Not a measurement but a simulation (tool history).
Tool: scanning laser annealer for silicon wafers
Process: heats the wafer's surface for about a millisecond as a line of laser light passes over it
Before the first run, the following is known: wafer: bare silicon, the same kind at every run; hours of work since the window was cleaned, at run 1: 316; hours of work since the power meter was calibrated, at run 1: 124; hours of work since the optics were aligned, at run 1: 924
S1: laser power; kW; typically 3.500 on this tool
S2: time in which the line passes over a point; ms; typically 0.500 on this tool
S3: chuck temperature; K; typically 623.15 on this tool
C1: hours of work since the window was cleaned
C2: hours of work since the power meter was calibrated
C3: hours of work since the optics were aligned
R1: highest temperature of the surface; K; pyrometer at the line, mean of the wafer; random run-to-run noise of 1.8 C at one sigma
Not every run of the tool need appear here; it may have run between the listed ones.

| run | day | S1 | S2 | S3 | C1 | C2 | C3 | R1 |
|---|---|---|---|---|---|---|---|---|
| 1 | 0.000 | 3.500 | 0.500 | 623.15 | 316 | 124 | 924 | 1331.15 |
| 2 | 0.388 | 3.500 | 0.500 | 623.15 | 321 | 129 | 930 | 1329.15 |
| 3 | 0.696 | 3.500 | 0.500 | 623.15 | 325 | 133 | 934 | 1332.15 |
| 4 | 0.904 | 3.500 | 0.500 | 623.15 | 328 | 136 | 936 | 1329.15 |
| 5 | 1.325 | 3.500 | 0.500 | 623.15 | 334 | 142 | 942 | 1328.15 |
| 6 | 1.583 | 3.500 | 0.500 | 623.15 | 337 | 145 | 945 | 1329.15 |
| 7 | 1.833 | 3.500 | 0.500 | 623.15 | 340 | 149 | 949 | 1326.15 |
| 8 | 2.092 | 3.500 | 0.500 | 623.15 | 344 | 152 | 952 | 1328.15 |
| 9 | 2.367 | 3.500 | 0.500 | 623.15 | 347 | 156 | 956 | 1326.15 |
| 10 | 2.762 | 3.500 | 0.500 | 623.15 | 353 | 161 | 961 | 1331.15 |
| 11 | 3.129 | 3.500 | 0.500 | 623.15 | 357 | 166 | 966 | 1330.15 |
| 12 | 3.471 | 3.500 | 0.500 | 623.15 | 362 | 170 | 970 | 1325.15 |
| 13 | 3.738 | 3.500 | 0.500 | 624.15 | 365 | 174 | 974 | 1326.15 |
| 14 | 4.150 | 3.500 | 0.500 | 623.15 | 371 | 179 | 979 | 1324.15 |
| 15 | 4.471 | 3.109 | 0.500 | 623.15 | 375 | 183 | 984 | 1240.15 |
| 16 | 4.888 | 3.464 | 0.500 | 623.15 | 381 | 189 | 989 | 1317.15 |
| 17 | 5.196 | 3.464 | 0.500 | 623.15 | 385 | 193 | 993 | 1320.15 |
| 18 | 5.408 | 3.464 | 0.500 | 623.15 | 388 | 196 | 996 | 1318.15 |
| 19 | 5.667 | 3.377 | 0.500 | 623.15 | 391 | 199 | 999 | 1294.15 |
| 20 | 5.867 | 3.495 | 0.500 | 623.15 | 394 | 202 | 1002 | 1325.15 |
| 21 | 6.192 | 3.820 | 0.437 | 603.15 | 398 | 206 | 1006 | 1328.15 |
| 22 | 6.483 | 3.820 | 0.437 | 603.15 | 402 | 210 | 1010 | 1330.15 |
| 23 | 6.917 | 3.552 | 0.500 | 585.15 | 407 | 216 | 1016 | 1297.15 |
| 24 | 7.183 | 3.552 | 0.412 | 615.15 | 411 | 219 | 1019 | 1270.15 |
| 25 | 7.588 | 3.090 | 0.412 | 604.15 | 416 | 225 | 1025 | 1168.15 |
| 26 | 8.012 | 3.339 | 0.402 | 650.15 | 422 | 230 | 1030 | 1254.15 |
| 27 | 8.229 | 3.339 | 0.367 | 662.15 | 425 | 233 | 1033 | 1245.15 |
| 28 | 8.538 | 3.047 | 0.465 | 617.15 | 429 | 237 | 1037 | 1203.15 |
| 29 | 8.967 | 3.625 | 0.578 | 662.15 | 435 | 243 | 1043 | 1436.15 |
| 30 | 9.221 | 3.394 | 0.578 | 613.15 | 438 | 246 | 1046 | 1334.15 |
| 31 | 9.621 | 3.403 | 0.391 | 645.15 | 443 | 251 | 1052 | 1256.15 |
| 32 | 9.929 | 3.403 | 0.391 | 645.15 | 447 | 256 | 1056 | 1256.15 |
| 33 | 10.254 | 3.403 | 0.391 | 645.15 | 452 | 260 | 1060 | 1252.15 |
| 34 | 10.654 | 3.653 | 0.467 | 623.15 | 457 | 265 | 1065 | 1335.15 |
| 35 | 10.992 | 3.500 | 0.439 | 650.15 | 461 | 270 | 1070 | 1312.15 |
| 36 | 11.188 | 3.500 | 0.565 | 631.15 | 464 | 272 | 1072 | 1366.15 |

Per-run results on a tool with no hidden state, each run keeping its own random variation:
Hidden conditions of the tool in this case: light that passes the window, % of a clean one's; laser's true power over the reading, %; width of the line over the set one, %; drift of the gauge itself on peak_c, C.
| run | R1 |
|---|---|
| 1 | 1356.15 |
| 2 | 1354.15 |
| 3 | 1357.15 |
| 4 | 1354.15 |
| 5 | 1354.15 |
| 6 | 1355.15 |
| 7 | 1352.15 |
| 8 | 1354.15 |
| 9 | 1353.15 |
| 10 | 1357.15 |
| 11 | 1357.15 |
| 12 | 1352.15 |
| 13 | 1353.15 |
| 14 | 1351.15 |
| 15 | 1265.15 |
| 16 | 1345.15 |
| 17 | 1348.15 |
| 18 | 1346.15 |
| 19 | 1321.15 |
| 20 | 1354.15 |
| 21 | 1358.15 |
| 22 | 1361.15 |
| 23 | 1327.15 |
| 24 | 1298.15 |
| 25 | 1193.15 |
| 26 | 1281.15 |
| 27 | 1270.15 |
| 28 | 1229.15 |
| 29 | 1471.15 |
| 30 | 1366.15 |
| 31 | 1284.15 |
| 32 | 1284.15 |
| 33 | 1281.15 |
| 34 | 1368.15 |
| 35 | 1343.15 |
| 36 | 1401.15 |

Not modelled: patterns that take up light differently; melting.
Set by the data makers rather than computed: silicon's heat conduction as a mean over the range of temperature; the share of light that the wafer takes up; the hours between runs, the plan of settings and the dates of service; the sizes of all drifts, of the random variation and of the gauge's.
